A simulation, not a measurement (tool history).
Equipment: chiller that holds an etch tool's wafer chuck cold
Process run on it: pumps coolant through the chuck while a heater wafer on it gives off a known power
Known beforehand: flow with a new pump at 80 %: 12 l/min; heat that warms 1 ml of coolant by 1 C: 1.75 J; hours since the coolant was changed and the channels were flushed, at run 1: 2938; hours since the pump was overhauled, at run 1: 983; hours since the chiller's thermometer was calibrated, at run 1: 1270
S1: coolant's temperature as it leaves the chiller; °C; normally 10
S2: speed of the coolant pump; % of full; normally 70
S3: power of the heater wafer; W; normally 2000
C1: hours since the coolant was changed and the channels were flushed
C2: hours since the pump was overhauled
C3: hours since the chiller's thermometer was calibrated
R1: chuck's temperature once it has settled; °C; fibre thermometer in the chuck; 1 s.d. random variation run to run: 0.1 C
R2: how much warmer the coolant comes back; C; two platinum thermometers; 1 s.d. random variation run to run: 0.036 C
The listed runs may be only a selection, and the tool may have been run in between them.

run 1 hour=0.0 | S1=10 S2=70 S3=2000 | C1=2938 C2=983 C3=1270 | R1=24.7 R2=6.52
run 2 hour=48.7 | S1=10 S2=70 S3=2000 | C1=2986 C2=1031 C3=1319 | R1=24.6 R2=6.51
run 3 hour=69.0 | S1=10 S2=70 S3=2000 | C1=3007 C2=1052 C3=1339 | R1=24.6 R2=6.51
run 4 hour=100.4 | S1=10 S2=70 S3=2000 | C1=3038 C2=1083 C3=1370 | R1=24.6 R2=6.55
run 5 hour=143.8 | S1=10 S2=70 S3=2000 | C1=3081 C2=1126 C3=1414 | R1=24.7 R2=6.57
run 6 hour=173.4 | S1=10 S2=68 S3=2000 | C1=3111 C2=1156 C3=1443 | R1=25.2 R2=6.73
run 7 hour=198.8 | S1=10 S2=68 S3=2000 | C1=3136 C2=1181 C3=1469 | R1=25.1 R2=6.72
run 8 hour=242.4 | S1=10 S2=68 S3=2000 | C1=3180 C2=1225 C3=1512 | R1=25.2 R2=6.70
run 9 hour=263.1 | S1=10 S2=70 S3=1783 | C1=3201 C2=1246 C3=1533 | R1=23.1 R2=5.88
run 10 hour=301.2 | S1=10 S2=70 S3=1206 | C1=3239 C2=1284 C3=1571 | R1=19.0 R2=3.93
run 11 hour=348.2 | S1=10 S2=70 S3=1206 | C1=3286 C2=1331 C3=1618 | R1=18.9 R2=3.93
run 12 hour=374.1 | S1=10 S2=70 S3=1206 | C1=3312 C2=1357 C3=1644 | R1=19.0 R2=3.93
run 13 hour=409.9 | S1=10 S2=70 S3=1206 | C1=3348 C2=1393 C3=1680 | R1=18.9 R2=3.93
run 14 hour=450.9 | S1=10 S2=70 S3=1206 | C1=3389 C2=1434 C3=1721 | R1=18.8 R2=3.94
run 15 hour=474.9 | S1=10 S2=70 S3=1206 | C1=3413 C2=1458 C3=1745 | R1=18.8 R2=3.95
run 16 hour=504.0 | S1=10 S2=70 S3=1206 | C1=3442 C2=1487 C3=1774 | R1=18.9 R2=3.96
run 17 hour=538.4 | S1=10 S2=70 S3=1206 | C1=3476 C2=1521 C3=1808 | R1=19.0 R2=3.95
run 18 hour=572.4 | S1=10 S2=93 S3=1206 | C1=3510 C2=1555 C3=1842 | R1=17.4 R2=2.98
run 19 hour=604.9 | S1=6 S2=92 S3=1308 | C1=3543 C2=1588 C3=1875 | R1=14.4 R2=3.32
run 20 hour=634.0 | S1=6 S2=97 S3=3000 | C1=3572 C2=1617 C3=1904 | R1=23.9 R2=7.05
run 21 hour=655.5 | S1=6 S2=80 S3=1075 | C1=3593 C2=1638 C3=1925 | R1=13.3 R2=3.05
run 22 hour=703.6 | S1=10 S2=98 S3=2499 | C1=3641 C2=1686 C3=1974 | R1=24.7 R2=5.84
run 23 hour=732.6 | S1=3 S2=69 S3=1380 | C1=3670 C2=1715 C3=2003 | R1=13.2 R2=4.57
-- hour=771.6 chiller's thermometer calibrated
run 24 hour=774.4 | S1=10 S2=97 S3=2961 | C1=3711 C2=1756 C3=3 | R1=27.7 R2=7.03
run 25 hour=805.1 | S1=10 S2=97 S3=2961 | C1=3742 C2=1787 C3=33 | R1=27.5 R2=6.97
run 26 hour=855.4 | S1=18 S2=97 S3=2846 | C1=3792 C2=1837 C3=84 | R1=34.9 R2=6.74
run 27 hour=897.5 | S1=18 S2=97 S3=2846 | C1=3834 C2=1879 C3=126 | R1=35.0 R2=6.79
run 28 hour=938.7 | S1=18 S2=97 S3=2846 | C1=3875 C2=1920 C3=167 | R1=35.1 R2=6.75
run 29 hour=972.7 | S1=18 S2=97 S3=2846 | C1=3909 C2=1954 C3=201 | R1=35.2 R2=6.68
run 30 hour=1002.5 | S1=18 S2=97 S3=2846 | C1=3939 C2=1984 C3=231 | R1=35.1 R2=6.71
run 31 hour=1030.4 | S1=12 S2=94 S3=2578 | C1=3967 C2=2012 C3=259 | R1=27.8 R2=6.34
run 32 hour=1053.0 | S1=19 S2=61 S3=2408 | C1=3990 C2=2035 C3=281 | R1=38.4 R2=9.02

Forecast each of these 3 alternatives for the next run:
run A hour=1099.8 | S1=16 S2=70 S3=2000 | C1=4036 C2=2081 C3=328 | R1=? R2=?
run B hour=1099.8 | S1=3 S2=70 S3=1735 | C1=4036 C2=2081 C3=328 | R1=? R2=?
run C hour=1099.8 | S1=16 S2=78 S3=2820 | C1=4036 C2=2081 C3=328 | R1=? R2=?

run=A R1=30.7 R2=6.55
run=B R1=15.8 R2=5.66
run=C R1=35.5 R2=8.29
Take away the tool's hidden state, keep each run's random variation, and the runs would have read:
run=A R1=30.7 R2=6.54
run=B R1=15.8 R2=5.66
run=C R1=35.5 R2=8.29

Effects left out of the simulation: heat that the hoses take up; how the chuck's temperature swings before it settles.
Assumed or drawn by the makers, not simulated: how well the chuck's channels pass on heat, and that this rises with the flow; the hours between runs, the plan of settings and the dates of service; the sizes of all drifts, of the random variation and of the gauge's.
